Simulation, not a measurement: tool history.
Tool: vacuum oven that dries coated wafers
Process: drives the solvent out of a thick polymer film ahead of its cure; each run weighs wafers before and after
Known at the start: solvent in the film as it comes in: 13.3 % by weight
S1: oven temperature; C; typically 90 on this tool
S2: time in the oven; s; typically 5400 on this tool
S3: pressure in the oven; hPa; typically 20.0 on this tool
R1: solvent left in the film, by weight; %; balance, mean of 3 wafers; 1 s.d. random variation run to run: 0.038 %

run	hour	S1	S2	S3	R1
1	0.0	90	5400	20.0	1.90
2	11.8	90	5400	20.0	1.87
3	18.0	94	5400	20.0	1.41
4	24.6	90	5400	20.0	1.95
5	31.9	90	5400	20.0	1.91
6	41.0	90	5400	20.0	1.90
7	48.3	90	5400	20.0	1.91
8	60.8	90	5400	20.0	1.97
9	68.5	90	2760	20.0	3.73
10	78.6	98	5400	20.0	1.07
# hour 81.2: oven's thermocouples calibrated
11	87.3	104	5400	20.0	0.71
12	96.3	104	5400	20.0	0.73
13	108.1	104	5400	20.0	0.72
14	115.8	90	5400	20.0	1.89
15	126.3	90	5400	20.0	1.91
# hour 131.7: oven's thermocouples calibrated, once more
16	140.3	90	5400	11.6	1.51
17	147.3	90	5400	11.6	1.47
18	159.8	90	2760	48.7	5.11
19	172.2	90	6960	36.8	2.47
20	179.7	90	6960	36.8	2.44
21	185.1	100	4980	20.0	1.05
22	194.9	100	4980	20.0	0.96
23	202.3	100	5640	20.0	0.87
24	207.6	104	8340	65.4	2.23
25	214.1	84	5340	77.2	6.58
26	223.4	91	3660	77.2	5.40
27	230.3	91	5520	53.2	3.44
28	241.7	90	3900	57.8	4.57

Each row is a separate what-if for the run after 28, all from the same tool condition, not one after another. Results?
A	248.4	90	8520	20.0	?
B	248.4	78	7200	11.9	?
C	248.4	90	5100	30.3	?

run	R1
A	1.38
B	2.87
C	2.57
Stripped of hidden state, with their random variation kept, the same runs would have yielded:
run	R1
A	1.35
B	2.85
C	2.56

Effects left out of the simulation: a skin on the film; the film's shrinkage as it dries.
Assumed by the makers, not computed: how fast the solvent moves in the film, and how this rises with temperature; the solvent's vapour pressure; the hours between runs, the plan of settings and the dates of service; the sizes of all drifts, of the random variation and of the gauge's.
